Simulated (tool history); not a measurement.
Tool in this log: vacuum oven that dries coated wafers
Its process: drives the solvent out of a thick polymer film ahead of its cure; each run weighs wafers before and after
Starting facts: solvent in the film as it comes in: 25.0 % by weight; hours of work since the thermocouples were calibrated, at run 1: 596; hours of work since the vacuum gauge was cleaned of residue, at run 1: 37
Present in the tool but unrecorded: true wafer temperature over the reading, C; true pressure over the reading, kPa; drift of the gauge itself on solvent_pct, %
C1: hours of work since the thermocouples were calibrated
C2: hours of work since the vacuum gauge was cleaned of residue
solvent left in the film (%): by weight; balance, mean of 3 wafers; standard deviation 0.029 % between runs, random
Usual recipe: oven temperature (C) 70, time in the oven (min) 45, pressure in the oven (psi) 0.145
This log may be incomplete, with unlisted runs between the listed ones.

run 1 hour=0.0 | oven_temperature_(C)=70 time_in_the_oven_(min)=45 pressure_in_the_oven_(psi)=0.145 | C1=596 C2=37 | solvent_left_in_the_film_(%)=1.47
run 2 hour=8.7 | oven_temperature_(C)=60 time_in_the_oven_(min)=45 pressure_in_the_oven_(psi)=0.145 | C1=599 C2=40 | solvent_left_in_the_film_(%)=5.75
run 3 hour=25.8 | oven_temperature_(C)=60 time_in_the_oven_(min)=45 pressure_in_the_oven_(psi)=0.145 | C1=606 C2=47 | solvent_left_in_the_film_(%)=5.71
run 4 hour=38.5 | oven_temperature_(C)=70 time_in_the_oven_(min)=75 pressure_in_the_oven_(psi)=0.145 | C1=611 C2=52 | solvent_left_in_the_film_(%)=0.43
run 5 hour=48.1 | oven_temperature_(C)=70 time_in_the_oven_(min)=75 pressure_in_the_oven_(psi)=0.145 | C1=615 C2=56 | solvent_left_in_the_film_(%)=0.41
run 6 hour=64.8 | oven_temperature_(C)=70 time_in_the_oven_(min)=75 pressure_in_the_oven_(psi)=0.145 | C1=622 C2=63 | solvent_left_in_the_film_(%)=0.44
run 7 hour=77.1 | oven_temperature_(C)=70 time_in_the_oven_(min)=75 pressure_in_the_oven_(psi)=0.145 | C1=627 C2=68 | solvent_left_in_the_film_(%)=0.52
run 8 hour=85.5 | oven_temperature_(C)=70 time_in_the_oven_(min)=75 pressure_in_the_oven_(psi)=0.145 | C1=630 C2=71 | solvent_left_in_the_film_(%)=0.47
run 9 hour=99.0 | oven_temperature_(C)=70 time_in_the_oven_(min)=45 pressure_in_the_oven_(psi)=0.145 | C1=635 C2=76 | solvent_left_in_the_film_(%)=1.45
run 10 hour=113.1 | oven_temperature_(C)=70 time_in_the_oven_(min)=45 pressure_in_the_oven_(psi)=0.145 | C1=641 C2=82 | solvent_left_in_the_film_(%)=1.48
run 11 hour=131.1 | oven_temperature_(C)=70 time_in_the_oven_(min)=45 pressure_in_the_oven_(psi)=0.145 | C1=648 C2=89 | solvent_left_in_the_film_(%)=1.43
run 12 hour=139.2 | oven_temperature_(C)=70 time_in_the_oven_(min)=45 pressure_in_the_oven_(psi)=0.145 | C1=651 C2=92 | solvent_left_in_the_film_(%)=1.45
-- hour=141.8 vacuum gauge cleaned of residue and calibrated
run 13 hour=151.0 | oven_temperature_(C)=70 time_in_the_oven_(min)=45 pressure_in_the_oven_(psi)=0.145 | C1=656 C2=4 | solvent_left_in_the_film_(%)=1.44
run 14 hour=162.3 | oven_temperature_(C)=70 time_in_the_oven_(min)=45 pressure_in_the_oven_(psi)=0.145 | C1=660 C2=8 | solvent_left_in_the_film_(%)=1.46
run 15 hour=180.2 | oven_temperature_(C)=70 time_in_the_oven_(min)=29 pressure_in_the_oven_(psi)=0.145 | C1=667 C2=15 | solvent_left_in_the_film_(%)=3.51
run 16 hour=198.1 | oven_temperature_(C)=81 time_in_the_oven_(min)=49 pressure_in_the_oven_(psi)=0.145 | C1=674 C2=23 | solvent_left_in_the_film_(%)=0.19
run 17 hour=213.3 | oven_temperature_(C)=81 time_in_the_oven_(min)=49 pressure_in_the_oven_(psi)=0.145 | C1=681 C2=29 | solvent_left_in_the_film_(%)=0.18
-- hour=225.3 vacuum gauge cleaned of residue and calibrated, once more
run 18 hour=228.7 | oven_temperature_(C)=68 time_in_the_oven_(min)=45 pressure_in_the_oven_(psi)=0.117 | C1=686 C2=1 | solvent_left_in_the_film_(%)=2.01
run 19 hour=240.4 | oven_temperature_(C)=79 time_in_the_oven_(min)=67 pressure_in_the_oven_(psi)=0.183 | C1=691 C2=6 | solvent_left_in_the_film_(%)=0.26
run 20 hour=253.0 | oven_temperature_(C)=70 time_in_the_oven_(min)=56 pressure_in_the_oven_(psi)=0.474 | C1=696 C2=11 | solvent_left_in_the_film_(%)=1.42
run 21 hour=266.8 | oven_temperature_(C)=70 time_in_the_oven_(min)=48 pressure_in_the_oven_(psi)=0.078 | C1=701 C2=17 | solvent_left_in_the_film_(%)=1.11
run 22 hour=282.7 | oven_temperature_(C)=60 time_in_the_oven_(min)=48 pressure_in_the_oven_(psi)=0.078 | C1=708 C2=23 | solvent_left_in_the_film_(%)=5.15
run 23 hour=294.9 | oven_temperature_(C)=60 time_in_the_oven_(min)=48 pressure_in_the_oven_(psi)=0.078 | C1=713 C2=28 | solvent_left_in_the_film_(%)=5.12
run 24 hour=307.1 | oven_temperature_(C)=60 time_in_the_oven_(min)=48 pressure_in_the_oven_(psi)=0.078 | C1=718 C2=33 | solvent_left_in_the_film_(%)=5.22
run 25 hour=316.2 | oven_temperature_(C)=80 time_in_the_oven_(min)=23 pressure_in_the_oven_(psi)=0.425 | C1=721 C2=36 | solvent_left_in_the_film_(%)=1.51
run 26 hour=326.0 | oven_temperature_(C)=79 time_in_the_oven_(min)=23 pressure_in_the_oven_(psi)=0.526 | C1=725 C2=40 | solvent_left_in_the_film_(%)=1.95
run 27 hour=339.9 | oven_temperature_(C)=69 time_in_the_oven_(min)=52 pressure_in_the_oven_(psi)=0.429 | C1=731 C2=46 | solvent_left_in_the_film_(%)=1.74
run 28 hour=354.4 | oven_temperature_(C)=69 time_in_the_oven_(min)=27 pressure_in_the_oven_(psi)=0.145 | C1=737 C2=52 | solvent_left_in_the_film_(%)=4.45
run 29 hour=366.6 | oven_temperature_(C)=69 time_in_the_oven_(min)=31 pressure_in_the_oven_(psi)=0.241 | C1=742 C2=57 | solvent_left_in_the_film_(%)=3.69
run 30 hour=384.7 | oven_temperature_(C)=69 time_in_the_oven_(min)=31 pressure_in_the_oven_(psi)=0.241 | C1=749 C2=64 | solvent_left_in_the_film_(%)=3.74

Below, some changes in solvent left in the film (%) between adjacent runs. For each, the amount present without the hidden state too (settings, incoming material, random variation) and the amount remaining for the hidden state with gauge scatter not shared by both compared results:
Run 1 -> 2: oven temperature (C) 70 -> 60. solvent left in the film (%) +4.28: hidden state -0.10, all else +4.38.
Run 3 -> 4: oven temperature (C) 60 -> 70, time in the oven (min) 45 -> 75. solvent left in the film (%) -5.28: hidden state +0.17, all else -5.45.
Run 15 -> 16: oven temperature (C) 70 -> 81, time in the oven (min) 29 -> 49. solvent left in the film (%) -3.32: hidden state +0.18, all else -3.50.
Run 21 -> 22: oven temperature (C) 70 -> 60. solvent left in the film (%) +4.04: hidden state -0.16, all else +4.20.
